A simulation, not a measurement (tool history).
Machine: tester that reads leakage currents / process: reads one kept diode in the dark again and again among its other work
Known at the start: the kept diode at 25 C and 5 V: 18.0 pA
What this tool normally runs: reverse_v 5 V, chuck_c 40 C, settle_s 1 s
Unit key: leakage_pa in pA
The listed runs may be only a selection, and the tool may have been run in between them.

run,day,reverse_v,chuck_c,settle_s,leakage_pa
1,0,5,40,1,61.69
# day 4.354: chuck's temperature calibrated
2,5.171,5,40,1,61.63
3,10.354,5,40,1,61.68
4,14.717,5,40,1,61.8
5,19.988,5,40,1,61.88
6,24.512,5,40,1,61.77
7,27.996,5,40,1,61.76
8,32.175,5,40,4,60.58
9,38.233,5,40,4,60.68
10,43.35,5,40,4,60.72
11,46.017,5,40,4,60.71
12,52.129,5,40,4,60.7
13,58.2,1.55,40,0.63,31.74
# day 62.25: tester calibrated
14,63.975,1.55,40,0.63,31.75
15,70.188,7,38,2.35,63.47
16,73.725,19.03,40,4.74,130.49
17,79.454,3.86,26,6.3,17.14
18,83.546,11.07,22,1.53,24.07
19,89.604,1.81,21,2.07,7.45
20,93.771,5,30,0.89,28.79
21,96.904,5,30,0.89,28.81
22,100.129,1.31,40,1,28.53
23,105.229,1.31,40,1,28.56

4 options for the next run, each taken on its own from the tool as it stands now. Forecast them:
A,111.454,9.65,40,0.71,?
B,111.454,1.31,40,1.07,?
C,111.454,3.1,48,2.36,?
D,111.454,5,40,1.99,?

run,leakage_pa
A,91.41
B,28.69
C,84.33
D,61.17
With the hidden condition removed and each run's random variation left untouched, the same runs would have given:
run,leakage_pa
A,91.4
B,28.7
C,84.37
D,61.18
